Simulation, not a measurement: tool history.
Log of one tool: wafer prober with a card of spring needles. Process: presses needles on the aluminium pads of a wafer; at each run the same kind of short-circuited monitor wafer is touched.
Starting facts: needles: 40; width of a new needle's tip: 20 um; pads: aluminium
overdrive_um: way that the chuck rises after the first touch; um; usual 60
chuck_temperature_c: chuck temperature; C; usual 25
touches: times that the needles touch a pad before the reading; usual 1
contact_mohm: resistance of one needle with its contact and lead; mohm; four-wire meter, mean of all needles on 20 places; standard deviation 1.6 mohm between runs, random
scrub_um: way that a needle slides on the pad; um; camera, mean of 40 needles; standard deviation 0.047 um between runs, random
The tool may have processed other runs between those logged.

run,hour,overdrive_um,chuck_temperature_c,touches,contact_mohm,scrub_um
1,0.0,60,25,1,181,15.50
# hour 7.3: tips cleaned on abrasive film
# hour 18.5: tips cleaned on abrasive film
# hour 28.2: tips cleaned on abrasive film
2,37.5,60,25,3,179,15.41
# hour 40.0: tips cleaned on abrasive film
# hour 49.7: tips cleaned on abrasive film
# hour 61.1: tips cleaned on abrasive film
# hour 73.0: tips cleaned on abrasive film
# hour 75.7: height of the first contact set anew
3,76.0,60,25,3,163,16.23
# hour 83.2: tips cleaned on abrasive film
# hour 94.9: tips cleaned on abrasive film
# hour 104.6: tips cleaned on abrasive film
4,111.6,60,25,3,170,16.10
# hour 115.8: tips cleaned on abrasive film
# hour 127.8: tips cleaned on abrasive film
# hour 139.5: tips cleaned on abrasive film
# hour 150.9: tips cleaned on abrasive film
5,155.2,60,25,3,162,15.97
# hour 162.4: tips cleaned on abrasive film
# hour 173.4: tips cleaned on abrasive film
6,174.7,60,25,1,172,15.96
# hour 183.9: tips cleaned on abrasive film
# hour 195.6: tips cleaned on abrasive film
# hour 207.3: tips cleaned on abrasive film
7,208.2,60,25,1,168,15.95
# hour 217.6: tips cleaned on abrasive film
# hour 227.3: tips cleaned on abrasive film
# hour 239.1: tips cleaned on abrasive film
# hour 250.9: tips cleaned on abrasive film
8,251.8,55,25,1,170,14.55
# hour 261.5: tips cleaned on abrasive film
# hour 271.2: tips cleaned on abrasive film
9,280.5,55,25,1,226,14.46
# hour 283.0: tips cleaned on abrasive film
# hour 294.7: tips cleaned on abrasive film
10,302.1,60,25,1,206,15.79
# hour 304.7: tips cleaned on abrasive film
# hour 315.7: tips cleaned on abrasive film
# hour 327.5: tips cleaned on abrasive film
11,336.2,60,25,1,206,15.76
# hour 338.7: tips cleaned on abrasive film
# hour 348.4: tips cleaned on abrasive film
# hour 360.0: tips cleaned on abrasive film
12,367.2,60,25,3,172,15.72
# hour 372.1: tips cleaned on abrasive film
# hour 384.1: tips cleaned on abrasive film
# hour 393.8: tips cleaned on abrasive film
# hour 405.0: tips cleaned on abrasive film
13,405.0,60,38,3,158,15.70
# hour 415.7: tips cleaned on abrasive film
# hour 427.7: tips cleaned on abrasive film
# hour 437.6: tips cleaned on abrasive film
14,437.6,60,38,3,159,15.60
# hour 449.7: tips cleaned on abrasive film
# hour 459.4: tips cleaned on abrasive film
15,463.4,60,38,3,173,15.57
# hour 470.7: tips cleaned on abrasive film
# hour 482.5: tips cleaned on abrasive film
# hour 494.1: tips cleaned on abrasive film
16,502.9,49,54,2,216,12.56
# hour 505.3: tips cleaned on abrasive film
# hour 516.9: tips cleaned on abrasive film
# hour 527.6: tips cleaned on abrasive film
# hour 539.2: tips cleaned on abrasive film
17,545.6,49,54,2,201,12.41
# hour 550.3: tips cleaned on abrasive film
# hour 557.5: height of the first contact set anew
# hour 561.6: tips cleaned on abrasive film
# hour 573.3: tips cleaned on abrasive film
18,577.6,49,54,2,196,13.17
# hour 584.9: tips cleaned on abrasive film
# hour 596.7: tips cleaned on abrasive film
# hour 608.3: tips cleaned on abrasive film
19,613.1,60,25,1,198,16.05
# hour 619.5: tips cleaned on abrasive film
# hour 630.5: tips cleaned on abrasive film
20,634.4,78,42,2,169,20.96
# hour 641.4: tips cleaned on abrasive film
# hour 651.1: tips cleaned on abrasive film
# hour 660.8: tips cleaned on abrasive film
21,668.2,78,38,2,174,20.89
# hour 670.7: tips cleaned on abrasive film
# hour 681.9: tips cleaned on abrasive film
# hour 691.6: tips cleaned on abrasive film
22,698.2,78,38,2,174,20.69
# hour 702.9: tips cleaned on abrasive film
# hour 712.6: tips cleaned on abrasive film
# hour 722.3: tips cleaned on abrasive film
# hour 733.8: tips cleaned on abrasive film
23,735.0,68,55,1,169,18.01
# hour 744.5: tips cleaned on abrasive film
# hour 755.7: tips cleaned on abrasive film
# hour 767.5: tips cleaned on abrasive film
24,769.0,68,34,1,169,17.93
# hour 778.2: tips cleaned on abrasive film
# hour 789.4: tips cleaned on abrasive film
25,793.0,68,34,1,186,17.97
# hour 800.3: tips cleaned on abrasive film
# hour 812.0: tips cleaned on abrasive film
26,814.1,68,54,2,170,17.99
# hour 823.1: tips cleaned on abrasive film
# hour 834.8: tips cleaned on abrasive film
# hour 845.9: tips cleaned on abrasive film
27,848.1,52,25,3,169,13.56

A few steps of contact_mohm between consecutive runs. Split each: what settings, incoming material and random variation would produce without the hidden state, and what is left over for the hidden state, along with gauge scatter present in only one of the two compared results (measured, and without hidden state):
Hidden conditions of the tool in this case: debris on the tips, nm; way that the needles fall short of the set height, um; tips' diameter, um; drift of the gauge itself on contact_mohm, %; drift of the gauge itself on scrub_um, %.
Run 8 -> 9: tips cleaned on abrasive film, tips cleaned on abrasive film. contact_mohm +56 mohm: hidden state +55, all else +1.
Run 15 -> 16: overdrive_um 60 -> 49, chuck_temperature_c 38 -> 54, touches 3 -> 2, tips cleaned on abrasive film, tips cleaned on abrasive film, tips cleaned on abrasive film. contact_mohm +43 mohm: hidden state +41, all else +2.
